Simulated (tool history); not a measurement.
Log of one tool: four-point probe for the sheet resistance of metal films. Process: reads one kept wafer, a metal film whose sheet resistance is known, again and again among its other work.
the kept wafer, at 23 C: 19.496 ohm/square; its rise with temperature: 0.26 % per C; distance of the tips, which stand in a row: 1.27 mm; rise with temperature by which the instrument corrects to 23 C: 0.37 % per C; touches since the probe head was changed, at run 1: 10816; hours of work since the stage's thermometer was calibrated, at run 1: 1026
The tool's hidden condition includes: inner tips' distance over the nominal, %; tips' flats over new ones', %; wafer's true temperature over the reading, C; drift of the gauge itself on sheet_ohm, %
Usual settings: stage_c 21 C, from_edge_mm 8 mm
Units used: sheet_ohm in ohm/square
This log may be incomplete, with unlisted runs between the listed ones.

run,hour,stage_c,from_edge_mm,touches since the probe head was changed,hours of work since the stage's thermometer was calibrated,sheet_ohm
1,0.0,21,8,10816,1026,19.789149
2,33.7,21,8,11269,1041,19.802411
3,55.5,21,8,11562,1051,19.796520
4,95.7,21,8,12103,1069,19.801899
5,137.9,21,8,12671,1087,19.801417
6,166.3,21,8,13053,1100,19.797285
7,186.0,22,8,13317,1109,19.773506
8,215.5,21,8,13715,1122,19.806137
9,237.1,21,8,14005,1131,19.803695
10,266.3,21,8,14398,1144,19.803050
11,293.6,21,8,14765,1156,19.800104
12,328.7,21,21,15238,1172,19.585439
13,365.6,24,21,15735,1188,19.509315
14,392.4,21,8,16095,1200,19.795583
15,413.2,21,8,16375,1210,19.802462
16,446.3,27,8,16820,1224,19.674578
17,467.8,27,8,17110,1234,19.674988
18,488.7,21,8,17390,1243,19.809756
19,525.4,22,8,17884,1259,19.773093
20,569.9,22,9,18483,1279,19.722778
21,602.0,21,8,18914,1293,19.801677
22,631.5,20,8,19312,1306,19.821251
23,663.2,25,8,19738,1320,19.707033
24,705.3,35,15,20305,1339,19.319336
25,728.7,35,15,20620,1349,19.327830
26,747.7,27,15,20875,1358,19.481681
27,776.4,29,65,21261,1371,19.371781
28,795.0,31,17,21511,1379,19.381780
29,829.8,19,8,21980,1394,19.845220
30,853.6,24,11,22299,1405,19.614993
31,881.1,25,12,22668,1417,19.569003
32,920.8,33,55,23203,1435,19.288982
33,964.4,26,6,23790,1454,19.892915
34,998.1,21,6,24244,1469,19.995200
35,1039.2,21,9,24796,1487,19.742870
36,1079.1,21,9,25332,1505,19.752430
37,1105.1,24,52,25683,1516,19.483831
38,1145.6,19,3,26228,1534,21.292138
39,1180.8,19,3,26701,1550,21.302961
# hour 1185.1: stage's thermometer calibrated
40,1207.0,27,9,27047,10,19.617232
41,1246.9,26,47,27583,27,19.436356
42,1268.7,19,6,27877,37,20.041448
43,1297.1,21,61,28259,50,19.545083
44,1330.0,22,56,28702,64,19.525836
45,1366.0,21,43,29186,80,19.542478

Branching from run 45: 4 alternative next runs. What would each branch give?
A,1404.0,21,3,29696,97,?
B,1404.0,24,64,29696,97,?
C,1404.0,31,8,29696,97,?
D,1404.0,20,43,29696,97,?

run,sheet_ohm
A,21.245745
B,19.476340
C,19.584506
D,19.572962
With no hidden state in the tool, these same runs would have given:
run,sheet_ohm
A,21.245855
B,19.476441
C,19.584608
D,19.573064

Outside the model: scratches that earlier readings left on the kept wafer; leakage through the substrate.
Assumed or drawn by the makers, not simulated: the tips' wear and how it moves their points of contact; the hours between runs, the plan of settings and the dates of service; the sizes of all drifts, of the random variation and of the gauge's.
